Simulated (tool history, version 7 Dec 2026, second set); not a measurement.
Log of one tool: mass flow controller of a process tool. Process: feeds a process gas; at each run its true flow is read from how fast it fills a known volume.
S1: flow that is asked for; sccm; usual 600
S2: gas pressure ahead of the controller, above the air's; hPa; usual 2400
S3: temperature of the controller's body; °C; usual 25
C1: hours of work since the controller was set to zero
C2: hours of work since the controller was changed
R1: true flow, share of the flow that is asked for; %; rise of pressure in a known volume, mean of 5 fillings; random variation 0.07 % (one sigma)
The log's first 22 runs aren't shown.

Run 23, hour 4210.4: usual settings but S1 101 sccm, S2 1580 hPa, S3 35 °C; C1 363; C2 3998. Result: R1 96.86 %.
Run 24, hour 4319.3: usual settings but S1 101 sccm, S2 1580 hPa, S3 35 °C; C1 404; C2 4039. Result: R1 96.65 %.
Run 25, hour 4535: usual settings but S1 587 sccm, S3 38 °C; C1 485; C2 4120. Result: R1 98.76 %.
Run 26, hour 4702.7: usual settings but S1 587 sccm, S3 38 °C; C1 548; C2 4183. Result: R1 98.87 %.
Run 27, hour 4822.3: usual settings but S1 504 sccm, S2 1840 hPa, S3 39 °C; C1 593; C2 4228. Result: R1 98.96 %.
Run 28, hour 5036.3: usual settings but S1 504 sccm, S2 1840 hPa, S3 39 °C; C1 674; C2 4308. Result: R1 98.9 %.
Run 29, hour 5153.7: usual settings but S1 488 sccm, S2 2230 hPa, S3 28 °C; C1 718; C2 4352. Result: R1 97.51 %.
Run 30, hour 5257.5: usual settings but S1 221 sccm, S2 1710 hPa, S3 36 °C; C1 757; C2 4391. Result: R1 97.08 %.
Run 31, hour 5420.6: usual settings but S1 311 sccm, S2 2600 hPa, S3 39 °C; C1 818; C2 4453. Result: R1 97.34 %.
Run 32, hour 5650.2: usual settings but S1 311 sccm, S2 2600 hPa, S3 39 °C; C1 904; C2 4539. Result: R1 97.33 %.
Run 33, hour 5861.4: usual settings but S1 408 sccm, S2 2600 hPa, S3 39 °C; C1 984; C2 4618. Result: R1 97.72 %.
Run 34, hour 5993.1: usual settings but S1 408 sccm, S2 2600 hPa, S3 39 °C; C1 1033; C2 4668. Result: R1 97.72 %.
Run 35, hour 6122.1: usual settings but S1 230 sccm, S2 2600 hPa, S3 39 °C; C1 1082; C2 4716. Result: R1 96.6 %.
Run 36, hour 6268.6: usual settings but S1 230 sccm, S2 1630 hPa, S3 39 °C; C1 1137; C2 4771. Result: R1 97.01 %.
Run 37, hour 6485.9: usual settings but S1 248 sccm, S2 2120 hPa, S3 22 °C; C1 1218; C2 4853. Result: R1 95.1 %.
Run 38, hour 6620.6: usual settings but S1 248 sccm, S2 2120 hPa, S3 26 °C; C1 1269; C2 4904. Result: R1 95.29 %.
Run 39, hour 6811.9: usual settings but S1 344 sccm, S2 2240 hPa, S3 30 °C; C1 1341; C2 4975. Result: R1 96.28 %.
Run 40, hour 7012: usual settings but S1 181 sccm, S3 30 °C; C1 1416; C2 5051. Result: R1 94.62 %.
Run 41, hour 7239.1: usual settings but S1 290 sccm, S2 1430 hPa, S3 29 °C; C1 1501; C2 5136. Result: R1 96.13 %.
Run 42, hour 7347.3: usual settings but S1 290 sccm, S2 1430 hPa, S3 29 °C; C1 1542; C2 5177. Result: R1 96.15 %.
Run 43, hour 7518.9: usual settings but S1 290 sccm, S2 1430 hPa, S3 29 °C; C1 1606; C2 5241. Result: R1 96.04 %.

5 ways to go on from here, each from the tool as it stands after run 43. What would each give?
Run A, hour 7757.6: usual settings but S1 290 sccm, S2 1430 hPa, S3 27 °C; C1 1696; C2 5331. Result: R1 ?.
Run B, hour 7757.6: usual settings but S1 124 sccm, S2 1510 hPa, S3 20 °C; C1 1696; C2 5331. Result: R1 ?.
Run C, hour 7757.6: usual settings but S1 219 sccm, S2 1430 hPa, S3 29 °C; C1 1696; C2 5331. Result: R1 ?.
Run D, hour 7757.6: usual settings but S1 148 sccm, S2 1870 hPa, S3 33 °C; C1 1696; C2 5331. Result: R1 ?.
Run E, hour 7757.6: usual settings but S1 252 sccm, S3 30 °C; C1 1696; C2 5331. Result: R1 ?.

run     R1
  A  95.79
  B  92.16
  C  95.05
  D  93.95
  E   94.9
Without the tool's hidden state the same runs would have given:
run     R1
  A  98.46
  B  97.17
  C  98.28
  D   98.3
  E  97.83
